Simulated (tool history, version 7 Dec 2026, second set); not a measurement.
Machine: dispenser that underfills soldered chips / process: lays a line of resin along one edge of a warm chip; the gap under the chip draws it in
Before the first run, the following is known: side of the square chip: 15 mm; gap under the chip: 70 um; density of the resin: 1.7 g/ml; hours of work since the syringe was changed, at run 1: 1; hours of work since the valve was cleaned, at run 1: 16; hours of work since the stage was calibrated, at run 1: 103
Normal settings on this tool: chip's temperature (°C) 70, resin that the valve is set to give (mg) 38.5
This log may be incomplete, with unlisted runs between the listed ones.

run,day,chip's temperature (°C),resin that the valve is set to give (mg),hours of work since the syringe was changed,hours of work since the valve was cleaned,hours of work since the stage was calibrated,time until the resin shows at the far edge (s),resin that the valve gave (mg)
1,0.000,70,38.5,1,16,103,64.3,37.71
2,0.162,70,38.5,3,18,106,77.8,37.97
3,0.350,70,38.5,6,21,108,99.2,37.80
4,0.562,70,38.5,9,24,112,131.1,37.36
# day 0.612: new syringe of resin
5,0.696,58,38.5,1,26,113,97.1,37.16
6,0.871,70,37.4,4,29,116,81.5,36.14
7,1.079,70,37.4,7,32,119,104.0,36.15
8,1.246,70,34.6,9,34,122,134.9,33.28
# day 1.292: new syringe of resin
9,1.392,70,34.6,2,36,124,67.3,33.32
10,1.633,70,34.6,5,40,127,91.3,33.01
11,1.746,70,34.6,7,42,129,105.3,32.92
12,1.850,70,34.6,8,43,131,120.7,33.02
# day 1.967: new syringe of resin
13,2.050,70,34.6,1,46,133,65.7,32.97
14,2.175,70,38.5,3,48,135,74.9,36.51
15,2.379,70,38.5,6,51,138,100.1,36.54
16,2.571,70,36.4,9,54,141,126.8,34.27
# day 2.646: new syringe of resin
17,2.758,70,36.4,2,57,144,68.3,34.13
18,2.879,70,38.5,3,58,146,76.3,36.13
19,2.975,70,38.5,5,60,147,87.9,35.93
20,3.167,70,38.5,8,63,150,113.3,36.10
# day 3.342: new syringe of resin
21,3.400,70,38.5,1,66,153,63.3,35.89
22,3.600,70,38.5,4,69,156,81.1,35.78
# day 3.746: dispensing valve cleaned and set on the balance
23,3.775,70,38.5,6,0,158,96.7,38.69
24,3.888,72,39.1,8,2,160,104.2,38.71
# day 4.071: new syringe of resin
25,4.125,79,41.3,1,6,163,45.2,41.20
26,4.292,79,41.3,3,8,166,55.4,41.04
27,4.479,79,41.3,6,11,169,71.4,41.28
28,4.588,79,41.3,8,12,170,80.5,40.59
# day 4.758: new syringe of resin
29,4.804,67,36.3,1,16,173,68.5,35.82
30,4.967,67,36.3,3,18,176,82.8,35.86
31,5.146,77,33.9,6,21,179,79.4,33.32
32,5.388,72,35.5,9,24,182,122.6,34.74
# day 5.446: new syringe of resin
33,5.621,72,35.5,3,28,186,67.9,34.78
34,5.812,77,35.2,6,31,188,73.7,34.19
35,5.979,61,42.6,8,33,191,151.5,41.36
# day 6.125: new syringe of resin
36,6.142,62,36.2,0,35,193,79.1,35.07

Measured result minus the same run's result without the hidden state. Both carry the same run-to-run variation, though not necessarily the same gauge scatter:
What the log doesn't record here: resin's viscosity, % of fresh resin's; dose that the valve gives, % of what is set; true chip temperature over the reading, C; drift of the gauge itself on fill_s, %; drift of the gauge itself on given_mg, %.
run,time until the resin shows at the far edge (s),resin that the valve gave (mg)
1,+4.7,-0.70
2,+19.3,-0.80
3,+40.6,-0.91
4,+72.0,-1.02
5,+9.2,-1.08
6,+22.8,-1.14
7,+46.8,-1.27
8,+74.9,-1.26
9,+7.5,-1.33
10,+31.6,-1.44
11,+45.8,-1.50
12,+61.1,-1.56
13,+6.6,-1.66
14,+17.1,-1.91
15,+40.3,-2.03
16,+67.9,-2.02
17,+8.9,-2.10
18,+19.1,-2.30
19,+29.8,-2.34
20,+54.8,-2.47
21,+4.9,-2.59
22,+23.4,-2.71
23,+37.5,+0.01
24,+49.3,-0.05
25,+1.8,-0.19
26,+12.2,-0.29
27,+27.8,-0.41
28,+37.4,-0.47
29,+2.8,-0.53
30,+18.3,-0.62
31,+30.4,-0.67
32,+66.9,-0.83
33,+11.9,-0.94
34,+26.3,-1.03
35,+71.9,-1.36
36,+0.7,-1.25
